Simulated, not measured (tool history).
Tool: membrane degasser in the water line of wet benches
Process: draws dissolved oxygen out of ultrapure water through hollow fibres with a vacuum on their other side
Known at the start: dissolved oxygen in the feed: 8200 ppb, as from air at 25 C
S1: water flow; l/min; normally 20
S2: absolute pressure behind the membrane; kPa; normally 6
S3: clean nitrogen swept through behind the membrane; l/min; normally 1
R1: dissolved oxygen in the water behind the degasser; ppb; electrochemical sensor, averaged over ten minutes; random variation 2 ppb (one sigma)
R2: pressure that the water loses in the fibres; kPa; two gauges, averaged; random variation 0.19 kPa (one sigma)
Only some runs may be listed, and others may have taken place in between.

run	hour	S1	S2	S3	R1	R2
1	0	20	6	1	193.6	40.87
2	134.4	20	3.93	1	106.1	40.86
3	257.9	20	3.93	1	105.1	41.27
4	398.7	20	3.93	1	105	41.11
5	509.8	20	3.93	1	105.9	41.43
6	625.1	20	6	1	196.3	41.05
7	748.3	20	6	1	194.4	41.36
8	835.7	20	6	1	192.2	41.69
9	920.1	20	6	1.34	168.8	41.2
10	1041.3	19	6	1.34	149.8	39.08
11	1118.8	15	6	1	120.9	30.93
12	1242.5	20	6	1	193.2	41.34
13	1301.6	20	6	1	195.6	41.88
14	1390.1	20	6	1	191.3	41.77
15	1453	20	9.09	1	328.4	41.85
16	1532.7	20	9.09	1.15	293.6	41.54
17	1591	20	9.96	1	357.6	41.56
18	1674.9	20	9.96	1	366.9	42.02
19	1775.1	20	4.8	1	144.2	41.82
20	1836.9	25	11.73	1	568.5	51.71
21	1959.1	26	9.72	1.59	386.7	54.57
22	2083.7	20	5.09	1	155.7	42.05
23	2149.8	20	5.27	1	163.8	42.07
# hour 2275.3: gauge calibrated
24	2285.9	20	4.91	0.49	210.4	41.12
25	2354.6	20	8.56	2.32	183	41.09
26	2470.7	20	8.56	2.32	181.1	41.33
27	2608.2	16	6	1.24	119	32.94
28	2733.4	16	6	1.24	117.6	32.79
29	2874.1	19	5.39	0.69	185.6	38.98
30	3011.2	28	14.96	1.89	557.2	58.09
31	3130.1	28	14.96	1.89	561	57.6
32	3215.8	20	6	0.63	250.9	41.07
33	3312.8	16	14.42	0.74	533.6	33.51

What if the next run were any one of these 3? Each begins from the tool's condition after run 33:
A	3438.3	31	8.12	1.71	?	?
B	3438.3	16	8.15	0.74	?	?
C	3438.3	27	9.72	2.73	?	?

run	R1	R2
A	430	64.49
B	264.2	33.34
C	315.9	56.34
With the hidden condition removed and each run's random variation left untouched, the same runs would have given:
run	R1	R2
A	429.6	63.54
B	264	32.85
C	315.7	55.51
